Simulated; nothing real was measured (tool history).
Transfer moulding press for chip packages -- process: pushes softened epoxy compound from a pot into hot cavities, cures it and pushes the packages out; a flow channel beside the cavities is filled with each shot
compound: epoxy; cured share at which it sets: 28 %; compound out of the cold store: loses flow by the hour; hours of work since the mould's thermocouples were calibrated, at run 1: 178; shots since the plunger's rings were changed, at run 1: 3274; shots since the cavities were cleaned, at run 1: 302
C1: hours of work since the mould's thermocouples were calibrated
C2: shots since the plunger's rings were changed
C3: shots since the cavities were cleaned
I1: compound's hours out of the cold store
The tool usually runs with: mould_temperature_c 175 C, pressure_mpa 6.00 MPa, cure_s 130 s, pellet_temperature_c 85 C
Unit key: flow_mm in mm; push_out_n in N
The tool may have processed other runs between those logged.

Run 1, hour 0.0: usual settings; C1 178; C2 3274; C3 302; I1 31.8. Result: flow_mm 603 mm, push_out_n 581 N.
Run 2, hour 10.4: usual settings but pellet_temperature_c 81 C; C1 182; C2 3341; C3 369; I1 15.0. Result: flow_mm 647 mm, push_out_n 628 N.
Run 3, hour 20.7: usual settings but pellet_temperature_c 81 C; C1 187; C2 3407; C3 435; I1 13.8. Result: flow_mm 650 mm, push_out_n 665 N.
Run 4, hour 26.5: usual settings but pellet_temperature_c 81 C; C1 189; C2 3443; C3 471; I1 27.1. Result: flow_mm 612 mm, push_out_n 627 N.
Run 5, hour 33.3: usual settings but pellet_temperature_c 81 C; C1 192; C2 3487; C3 515; I1 39.1. Result: flow_mm 578 mm, push_out_n 665 N.
Run 6, hour 38.8: usual settings but pressure_mpa 6.69 MPa; C1 195; C2 3522; C3 550; I1 45.5. Result: flow_mm 593 mm, push_out_n 651 N.
Run 7, hour 48.9: usual settings but pressure_mpa 6.69 MPa; C1 199; C2 3587; C3 615; I1 42.9. Result: flow_mm 601 mm, push_out_n 672 N.
Run 8, hour 56.6: usual settings but pressure_mpa 6.69 MPa; C1 202; C2 3636; C3 664; I1 11.8. Result: flow_mm 691 mm, push_out_n 733 N.
Run 9, hour 64.1: usual settings but pressure_mpa 6.69 MPa, cure_s 167 s; C1 205; C2 3685; C3 713; I1 32.0. Result: flow_mm 632 mm, push_out_n 587 N.
Run 10, hour 74.0: usual settings; C1 210; C2 3748; C3 776; I1 22.1. Result: flow_mm 620 mm, push_out_n 741 N.
Run 11, hour 84.3: usual settings; C1 214; C2 3814; C3 842; I1 47.6. Result: flow_mm 558 mm, push_out_n 719 N.
Run 12, hour 91.1: usual settings; C1 217; C2 3858; C3 886; I1 32.9. Result: flow_mm 590 mm, push_out_n 753 N.
Run 13, hour 101.6: usual settings; C1 222; C2 3925; C3 953; I1 26.5. Result: flow_mm 610 mm, push_out_n 787 N.
At hour 104.5: cavities cleaned with cleaning compound and waxed.
At hour 109.3: plunger's sealing rings changed.
Run 14, hour 113.7: usual settings but pressure_mpa 7.50 MPa; C1 225; C2 29; C3 43; I1 24.8. Result: flow_mm 714 mm, push_out_n 433 N.
Run 15, hour 123.1: usual settings but mould_temperature_c 181 C; C1 229; C2 89; C3 103; I1 14.7. Result: flow_mm 652 mm, push_out_n 394 N.
Run 16, hour 132.2: usual settings but mould_temperature_c 181 C; C1 233; C2 147; C3 161; I1 17.2. Result: flow_mm 639 mm, push_out_n 395 N.
Run 17, hour 140.2: usual settings but mould_temperature_c 181 C, pressure_mpa 6.57 MPa, cure_s 116 s; C1 236; C2 198; C3 212; I1 24.7. Result: flow_mm 649 mm, push_out_n 495 N.
Run 18, hour 145.7: usual settings but mould_temperature_c 174 C, pressure_mpa 7.09 MPa, cure_s 114 s, pellet_temperature_c 91 C; C1 239; C2 234; C3 248; I1 16.6. Result: flow_mm 719 mm, push_out_n 740 N.
At hour 148.5: mould's thermocouples calibrated.
Run 19, hour 157.1: usual settings but pressure_mpa 6.41 MPa, pellet_temperature_c 88 C; C1 4; C2 293; C3 307; I1 47.7. Result: flow_mm 592 mm, push_out_n 550 N.
Run 20, hour 163.2: usual settings but mould_temperature_c 180 C, pressure_mpa 6.05 MPa, cure_s 127 s, pellet_temperature_c 90 C; C1 6; C2 333; C3 347; I1 24.6. Result: flow_mm 620 mm, push_out_n 494 N.
Run 21, hour 173.8: usual settings but mould_temperature_c 180 C, pressure_mpa 6.05 MPa, cure_s 127 s, pellet_temperature_c 90 C; C1 11; C2 401; C3 415; I1 31.9. Result: flow_mm 604 mm, push_out_n 547 N.
Run 22, hour 181.9: usual settings but mould_temperature_c 176 C, pressure_mpa 4.89 MPa, pellet_temperature_c 78 C; C1 14; C2 453; C3 467; I1 41.1. Result: flow_mm 532 mm, push_out_n 607 N.
At hour 189.2: mould's thermocouples calibrated, once more.
Run 23, hour 189.8: usual settings but pellet_temperature_c 84 C; C1 0; C2 491; C3 505; I1 13.3. Result: flow_mm 669 mm, push_out_n 693 N.
Run 24, hour 196.7: usual settings but pellet_temperature_c 84 C; C1 3; C2 535; C3 549; I1 10.9. Result: flow_mm 677 mm, push_out_n 748 N.
Run 25, hour 207.1: usual settings but mould_temperature_c 178 C, pressure_mpa 4.59 MPa, pellet_temperature_c 78 C; C1 8; C2 601; C3 615; I1 12.9. Result: flow_mm 579 mm, push_out_n 642 N.
Run 26, hour 217.1: usual settings but mould_temperature_c 178 C, pressure_mpa 4.59 MPa, pellet_temperature_c 78 C; C1 12; C2 665; C3 679; I1 19.3. Result: flow_mm 563 mm, push_out_n 649 N.
Run 27, hour 227.1: usual settings but mould_temperature_c 169 C, cure_s 110 s; C1 16; C2 729; C3 743; I1 44.4. Result: flow_mm 600 mm, push_out_n 1433 N.
Run 28, hour 232.6: usual settings but pressure_mpa 4.83 MPa, cure_s 120 s, pellet_temperature_c 92 C; C1 19; C2 765; C3 779; I1 43.2. Result: flow_mm 524 mm, push_out_n 819 N.
Run 29, hour 239.1: usual settings but mould_temperature_c 180 C, pressure_mpa 4.83 MPa, cure_s 151 s, pellet_temperature_c 87 C; C1 21; C2 806; C3 820; I1 36.9. Result: flow_mm 526 mm, push_out_n 586 N.
Run 30, hour 246.0: usual settings but mould_temperature_c 177 C, pressure_mpa 6.60 MPa, cure_s 162 s, pellet_temperature_c 81 C; C1 24; C2 850; C3 864; I1 20.3. Result: flow_mm 676 mm, push_out_n 593 N.

Branching from run 30: 3 alternative next runs. What would each branch give?
Run A, hour 251.0: usual settings but pressure_mpa 6.20 MPa, cure_s 152 s, pellet_temperature_c 81 C; C1 27; C2 882; C3 896; I1 47.5. Result: flow_mm ?, push_out_n ?.
Run B, hour 251.0: usual settings but mould_temperature_c 169 C, pressure_mpa 5.30 MPa, pellet_temperature_c 95 C; C1 27; C2 882; C3 896; I1 35.7. Result: flow_mm ?, push_out_n ?.
Run C, hour 251.0: usual settings but cure_s 136 s; C1 27; C2 882; C3 896; I1 18.2. Result: flow_mm ?, push_out_n ?.

run  flow_mm  push_out_n
  A      582         629
  B      590        1088
  C      658         753
The same runs, with their run-to-run variation unchanged, on a tool lacking any hidden condition would have given:
run  flow_mm  push_out_n
  A      586         317
  B      594         542
  C      662         372
